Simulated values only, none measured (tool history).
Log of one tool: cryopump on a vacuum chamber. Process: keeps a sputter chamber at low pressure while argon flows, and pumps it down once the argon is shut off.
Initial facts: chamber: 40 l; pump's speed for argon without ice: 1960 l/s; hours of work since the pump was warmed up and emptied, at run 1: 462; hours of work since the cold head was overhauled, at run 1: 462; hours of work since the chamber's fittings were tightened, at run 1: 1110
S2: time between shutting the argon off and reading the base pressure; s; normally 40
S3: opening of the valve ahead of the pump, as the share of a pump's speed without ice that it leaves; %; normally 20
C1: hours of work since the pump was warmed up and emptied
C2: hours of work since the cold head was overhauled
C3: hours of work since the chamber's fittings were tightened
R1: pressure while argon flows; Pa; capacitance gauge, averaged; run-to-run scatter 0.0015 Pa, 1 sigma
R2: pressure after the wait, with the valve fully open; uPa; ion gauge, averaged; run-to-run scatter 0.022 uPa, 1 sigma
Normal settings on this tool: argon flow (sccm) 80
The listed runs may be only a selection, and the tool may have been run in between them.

{"run": 1, "hour": 0.0, "argon flow (sccm)": 80, "S2": 40, "S3": 20, "C1": 462, "C2": 462, "C3": 1110, "R1": 0.3606, "R2": 1.86}
{"run": 2, "hour": 18.0, "argon flow (sccm)": 80, "S2": 40, "S3": 20, "C1": 476, "C2": 476, "C3": 1125, "R1": 0.3606, "R2": 1.89}
{"run": 3, "hour": 30.4, "argon flow (sccm)": 80, "S2": 40, "S3": 20, "C1": 486, "C2": 486, "C3": 1135, "R1": 0.3608, "R2": 1.97}
{"run": 4, "hour": 43.1, "argon flow (sccm)": 80, "S2": 40, "S3": 20, "C1": 497, "C2": 497, "C3": 1145, "R1": 0.3586, "R2": 1.98}
{"run": 5, "hour": 59.8, "argon flow (sccm)": 80, "S2": 40, "S3": 20, "C1": 510, "C2": 510, "C3": 1159, "R1": 0.3631, "R2": 2}
{"run": 6, "hour": 75.8, "argon flow (sccm)": 80, "S2": 40, "S3": 20, "C1": 523, "C2": 523, "C3": 1172, "R1": 0.3649, "R2": 2.04}
{"run": 7, "hour": 86.5, "argon flow (sccm)": 80, "S2": 40, "S3": 16, "C1": 532, "C2": 532, "C3": 1180, "R1": 0.4522, "R2": 2.04}
{"run": 8, "hour": 99.8, "argon flow (sccm)": 80, "S2": 40, "S3": 16, "C1": 543, "C2": 543, "C3": 1191, "R1": 0.4502, "R2": 2.05}
{"run": 9, "hour": 118.8, "argon flow (sccm)": 80, "S2": 40, "S3": 16, "C1": 558, "C2": 558, "C3": 1207, "R1": 0.4509, "R2": 2.06}
{"run": 10, "hour": 144.5, "argon flow (sccm)": 80, "S2": 40, "S3": 28, "C1": 579, "C2": 579, "C3": 1227, "R1": 0.2671, "R2": 2.16}
{"run": 11, "hour": 157.7, "argon flow (sccm)": 80, "S2": 40, "S3": 28, "C1": 590, "C2": 590, "C3": 1238, "R1": 0.2673, "R2": 2.19}
{"run": 12, "hour": 182.8, "argon flow (sccm)": 80, "S2": 40, "S3": 28, "C1": 610, "C2": 610, "C3": 1259, "R1": 0.2677, "R2": 2.18}
{"run": 13, "hour": 194.9, "argon flow (sccm)": 41, "S2": 40, "S3": 20, "C1": 620, "C2": 620, "C3": 1268, "R1": 0.1896, "R2": 2.1}
{"run": 14, "hour": 220.5, "argon flow (sccm)": 41, "S2": 40, "S3": 20, "C1": 641, "C2": 641, "C3": 1289, "R1": 0.1891, "R2": 2.24}
{"run": 15, "hour": 245.0, "argon flow (sccm)": 41, "S2": 40, "S3": 20, "C1": 660, "C2": 660, "C3": 1309, "R1": 0.1887, "R2": 2.34}
{"run": 16, "hour": 257.1, "argon flow (sccm)": 41, "S2": 40, "S3": 20, "C1": 670, "C2": 670, "C3": 1319, "R1": 0.1887, "R2": 2.28}
{"run": 17, "hour": 276.4, "argon flow (sccm)": 41, "S2": 40, "S3": 20, "C1": 686, "C2": 686, "C3": 1334, "R1": 0.1908, "R2": 2.41}
{"run": 18, "hour": 300.1, "argon flow (sccm)": 44, "S2": 24, "S3": 24, "C1": 705, "C2": 705, "C3": 1354, "R1": 0.173, "R2": 2.7}
{"run": 19, "hour": 320.7, "argon flow (sccm)": 44, "S2": 34, "S3": 24, "C1": 722, "C2": 722, "C3": 1370, "R1": 0.1739, "R2": 2.53}
{"run": 20, "hour": 344.0, "argon flow (sccm)": 80, "S2": 40, "S3": 47, "C1": 741, "C2": 741, "C3": 1389, "R1": 0.1764, "R2": 2.43}
{"hour": 361.4, "done": "pump warmed up, emptied and cooled again"}
{"run": 21, "hour": 361.4, "argon flow (sccm)": 100, "S2": 124, "S3": 15, "C1": 0, "C2": 751, "C3": 1399, "R1": 0.577, "R2": 1.62}
{"run": 22, "hour": 378.9, "argon flow (sccm)": 100, "S2": 124, "S3": 15, "C1": 14, "C2": 765, "C3": 1413, "R1": 0.5784, "R2": 1.57}
{"run": 23, "hour": 399.4, "argon flow (sccm)": 66, "S2": 54, "S3": 29, "C1": 31, "C2": 781, "C3": 1430, "R1": 0.1983, "R2": 1.83}
{"run": 24, "hour": 416.4, "argon flow (sccm)": 66, "S2": 54, "S3": 29, "C1": 45, "C2": 795, "C3": 1444, "R1": 0.1961, "R2": 1.8}
{"run": 25, "hour": 430.1, "argon flow (sccm)": 66, "S2": 54, "S3": 29, "C1": 56, "C2": 806, "C3": 1455, "R1": 0.1985, "R2": 1.85}

Expected results for the next run?
{"run": 26, "hour": 442.4, "argon flow (sccm)": 66, "S2": 296, "S3": 29, "C1": 66, "C2": 816, "C3": 1465, "R1": "?", "R2": "?"}

{"run 26": {"R1": 0.1979, "R2": 1.58}}
Had the tool carried no hidden state, the very same run would have given R1 0.1958 Pa, R2 0.19 uPa.

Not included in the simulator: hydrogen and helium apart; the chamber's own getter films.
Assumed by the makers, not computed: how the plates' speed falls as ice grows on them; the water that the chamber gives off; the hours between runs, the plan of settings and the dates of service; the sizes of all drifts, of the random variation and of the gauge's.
